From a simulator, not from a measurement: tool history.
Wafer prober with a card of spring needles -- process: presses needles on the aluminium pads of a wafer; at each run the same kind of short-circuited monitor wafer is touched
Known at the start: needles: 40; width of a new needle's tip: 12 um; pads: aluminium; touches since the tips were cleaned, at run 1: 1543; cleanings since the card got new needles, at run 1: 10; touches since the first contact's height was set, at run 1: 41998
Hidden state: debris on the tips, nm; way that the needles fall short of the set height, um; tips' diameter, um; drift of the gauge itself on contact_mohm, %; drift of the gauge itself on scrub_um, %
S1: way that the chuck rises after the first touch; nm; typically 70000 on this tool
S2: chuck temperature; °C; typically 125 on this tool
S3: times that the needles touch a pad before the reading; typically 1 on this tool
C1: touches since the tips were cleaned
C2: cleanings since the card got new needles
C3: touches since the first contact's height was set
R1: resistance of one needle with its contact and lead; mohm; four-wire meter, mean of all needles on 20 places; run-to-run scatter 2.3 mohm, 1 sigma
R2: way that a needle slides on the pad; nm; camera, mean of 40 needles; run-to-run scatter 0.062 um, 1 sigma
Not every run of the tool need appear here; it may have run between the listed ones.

{"run": 1, "day": 0.0, "S1": 70000, "S2": 125, "S3": 1, "C1": 1543, "C2": 10, "C3": 41998, "R1": 276, "R2": 11550}
{"run": 2, "day": 0.383, "S1": 70000, "S2": 125, "S3": 1, "C1": 2956, "C2": 10, "C3": 43411, "R1": 288, "R2": 11680}
{"day": 0.517, "done": "tips cleaned on abrasive film"}
{"run": 3, "day": 0.875, "S1": 70000, "S2": 125, "S3": 1, "C1": 1329, "C2": 11, "C3": 45220, "R1": 270, "R2": 11640}
{"run": 4, "day": 1.421, "S1": 70000, "S2": 50, "S3": 1, "C1": 3345, "C2": 11, "C3": 47236, "R1": 271, "R2": 11610}
{"day": 1.454, "done": "tips cleaned on abrasive film"}
{"run": 5, "day": 1.779, "S1": 70000, "S2": 50, "S3": 1, "C1": 1204, "C2": 12, "C3": 48556, "R1": 256, "R2": 11620}
{"run": 6, "day": 2.042, "S1": 70000, "S2": 27, "S3": 1, "C1": 2174, "C2": 12, "C3": 49526, "R1": 262, "R2": 11460}
{"day": 2.396, "done": "tips cleaned on abrasive film"}
{"run": 7, "day": 2.483, "S1": 70000, "S2": 67, "S3": 1, "C1": 317, "C2": 13, "C3": 51142, "R1": 247, "R2": 11490}
{"run": 8, "day": 2.879, "S1": 70000, "S2": 67, "S3": 1, "C1": 1784, "C2": 13, "C3": 52609, "R1": 263, "R2": 11540}
{"run": 9, "day": 3.271, "S1": 70000, "S2": 67, "S3": 2, "C1": 3225, "C2": 13, "C3": 54050, "R1": 262, "R2": 11460}
{"day": 3.354, "done": "tips cleaned on abrasive film"}
{"run": 10, "day": 3.596, "S1": 70000, "S2": 67, "S3": 2, "C1": 906, "C2": 14, "C3": 55249, "R1": 248, "R2": 11520}
{"run": 11, "day": 3.975, "S1": 70000, "S2": 125, "S3": 1, "C1": 2308, "C2": 14, "C3": 56651, "R1": 280, "R2": 11460}
{"run": 12, "day": 4.246, "S1": 70000, "S2": 125, "S3": 1, "C1": 3312, "C2": 14, "C3": 57655, "R1": 293, "R2": 11490}
{"day": 4.3, "done": "tips cleaned on abrasive film"}
{"run": 13, "day": 4.725, "S1": 62000, "S2": 125, "S3": 1, "C1": 1562, "C2": 15, "C3": 59401, "R1": 283, "R2": 10200}
{"run": 14, "day": 5.1, "S1": 62000, "S2": 125, "S3": 1, "C1": 2956, "C2": 15, "C3": 60795, "R1": 296, "R2": 10090}
{"day": 5.246, "done": "tips cleaned on abrasive film"}
{"run": 15, "day": 5.458, "S1": 53000, "S2": 125, "S3": 1, "C1": 780, "C2": 16, "C3": 62100, "R1": 278, "R2": 8620}
{"run": 16, "day": 5.888, "S1": 53000, "S2": 125, "S3": 1, "C1": 2377, "C2": 16, "C3": 63697, "R1": 302, "R2": 8630}
{"day": 6.217, "done": "tips cleaned on abrasive film"}
{"run": 17, "day": 6.421, "S1": 53000, "S2": 125, "S3": 1, "C1": 744, "C2": 17, "C3": 65644, "R1": 283, "R2": 8720}
{"run": 18, "day": 6.9, "S1": 65000, "S2": 125, "S3": 2, "C1": 2523, "C2": 17, "C3": 67423, "R1": 275, "R2": 10550}
{"day": 7.15, "done": "tips cleaned on abrasive film"}
{"run": 19, "day": 7.15, "S1": 55000, "S2": 99, "S3": 1, "C1": 0, "C2": 18, "C3": 68339, "R1": 256, "R2": 8820}
{"run": 20, "day": 7.617, "S1": 64000, "S2": 62, "S3": 1, "C1": 1716, "C2": 18, "C3": 70055, "R1": 272, "R2": 10440}
{"run": 21, "day": 7.85, "S1": 55000, "S2": 125, "S3": 1, "C1": 2592, "C2": 18, "C3": 70931, "R1": 302, "R2": 8960}
{"day": 8.117, "done": "tips cleaned on abrasive film"}
{"run": 22, "day": 8.354, "S1": 55000, "S2": 125, "S3": 1, "C1": 873, "C2": 19, "C3": 72766, "R1": 279, "R2": 8850}
{"run": 23, "day": 8.704, "S1": 55000, "S2": 125, "S3": 1, "C1": 2172, "C2": 19, "C3": 74065, "R1": 302, "R2": 8950}
{"day": 9.058, "done": "tips cleaned on abrasive film"}
{"run": 24, "day": 9.192, "S1": 52000, "S2": 125, "S3": 1, "C1": 480, "C2": 20, "C3": 75850, "R1": 267, "R2": 8490}
{"run": 25, "day": 9.462, "S1": 52000, "S2": 125, "S3": 1, "C1": 1493, "C2": 20, "C3": 76863, "R1": 293, "R2": 8340}
{"run": 26, "day": 9.979, "S1": 87000, "S2": 125, "S3": 1, "C1": 3409, "C2": 20, "C3": 78779, "R1": 285, "R2": 14290}
{"day": 10.021, "done": "tips cleaned on abrasive film"}
{"run": 27, "day": 10.217, "S1": 87000, "S2": 125, "S3": 1, "C1": 729, "C2": 21, "C3": 79634, "R1": 264, "R2": 14220}
{"run": 28, "day": 10.7, "S1": 83000, "S2": 125, "S3": 1, "C1": 2524, "C2": 21, "C3": 81429, "R1": 278, "R2": 13480}
{"day": 10.971, "done": "tips cleaned on abrasive film"}
{"run": 29, "day": 10.971, "S1": 70000, "S2": 125, "S3": 2, "C1": 0, "C2": 22, "C3": 82413, "R1": 254, "R2": 11250}
{"run": 30, "day": 11.533, "S1": 70000, "S2": 94, "S3": 3, "C1": 2081, "C2": 22, "C3": 84494, "R1": 258, "R2": 11370}
{"day": 11.925, "done": "tips cleaned on abrasive film"}
{"run": 31, "day": 12.075, "S1": 70000, "S2": 94, "S3": 3, "C1": 549, "C2": 23, "C3": 86473, "R1": 250, "R2": 11310}
{"run": 32, "day": 12.392, "S1": 55000, "S2": 125, "S3": 1, "C1": 1735, "C2": 23, "C3": 87659, "R1": 300, "R2": 8700}
{"day": 12.867, "done": "tips cleaned on abrasive film"}
{"run": 33, "day": 12.946, "S1": 68000, "S2": 106, "S3": 1, "C1": 282, "C2": 24, "C3": 89681, "R1": 260, "R2": 10950}

Below, some changes in R1 between adjacent runs. For each, the amount present without the hidden state too (settings, incoming material, random variation) and the amount remaining for the hidden state with gauge scatter not shared by both compared results:
Run 23 -> 24: S1 55000 -> 52000, tips cleaned on abrasive film. R1 -35 mohm: hidden state -26, all else -9.
Run 31 -> 32: S1 70000 -> 55000, S2 94 -> 125, S3 3 -> 1. R1 +50 mohm: hidden state +34, all else +16.
Run 32 -> 33: S1 55000 -> 68000, S2 125 -> 106, tips cleaned on abrasive film. R1 -40 mohm: hidden state -30, all else -10.
